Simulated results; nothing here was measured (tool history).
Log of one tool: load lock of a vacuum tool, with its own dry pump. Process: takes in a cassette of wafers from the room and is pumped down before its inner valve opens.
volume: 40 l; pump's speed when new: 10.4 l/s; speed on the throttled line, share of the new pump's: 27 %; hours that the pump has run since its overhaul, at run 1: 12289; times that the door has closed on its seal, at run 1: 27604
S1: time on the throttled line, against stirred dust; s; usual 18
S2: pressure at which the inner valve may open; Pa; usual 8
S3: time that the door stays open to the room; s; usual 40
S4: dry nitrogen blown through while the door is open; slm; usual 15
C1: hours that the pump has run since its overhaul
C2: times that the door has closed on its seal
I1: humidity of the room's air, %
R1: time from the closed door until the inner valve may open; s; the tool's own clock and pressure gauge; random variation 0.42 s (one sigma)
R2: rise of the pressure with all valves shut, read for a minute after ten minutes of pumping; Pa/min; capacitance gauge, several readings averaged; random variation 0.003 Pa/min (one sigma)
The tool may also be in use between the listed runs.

run      day  S1  S2   S3  S4     C1     C2    I1    R1     R2
  1    0.000  18   8   40  15  12289  27604  46.6  50.7  0.030
  2   17.104  18   8   40  15  12700  28245  46.9  49.6  0.031
  3   30.071  18   8  119  15  13011  28731  45.3  49.9  0.036
  4   45.396  18   8   40  15  13379  29305  45.3  49.9  0.027
  5   56.550  18   8   40  15  13646  29723  42.5  48.8  0.022
  6   73.733  18   8   96  15  14059  30368  45.4  50.2  0.031
  7   91.450  18   8   40  15  14484  31032  43.3  49.8  0.026
  8  110.267  23  10   51  43  14936  31737  46.0  52.7  0.013
  9  129.262  11   7  225  14  15392  32449  46.2  44.6  0.044
 10  148.554  18  15   29   5  15855  33172  43.8  47.5  0.039
 11  165.042  24   8  184   5  16250  33790  44.5  54.6  0.060
 12  182.621  24   8  184   5  16672  34449  45.1  54.0  0.068
 13  199.988  24   8  189  30  17089  35100  46.9  54.3  0.025

4 ways to go on from here, each from the tool as it stands after run 13. What would each give?
  A  218.958  24   8  189  19  17544  35811  46.8   ?   ?
  B  218.958  24   8   63  16  17544  35811  46.6   ?   ?
  C  218.958  24  10  189  16  17544  35811  44.3   ?   ?
  D  218.958  19   8  189  16  17544  35811  43.2   ?   ?

run    R1     R2
  A  54.8  0.043
  B  54.7  0.028
  C  54.4  0.041
  D  50.1  0.042
Without the tool's hidden state the same runs would have given:
run    R1     R2
  A  54.7  0.042
  B  54.7  0.026
  C  54.4  0.040
  D  50.1  0.040
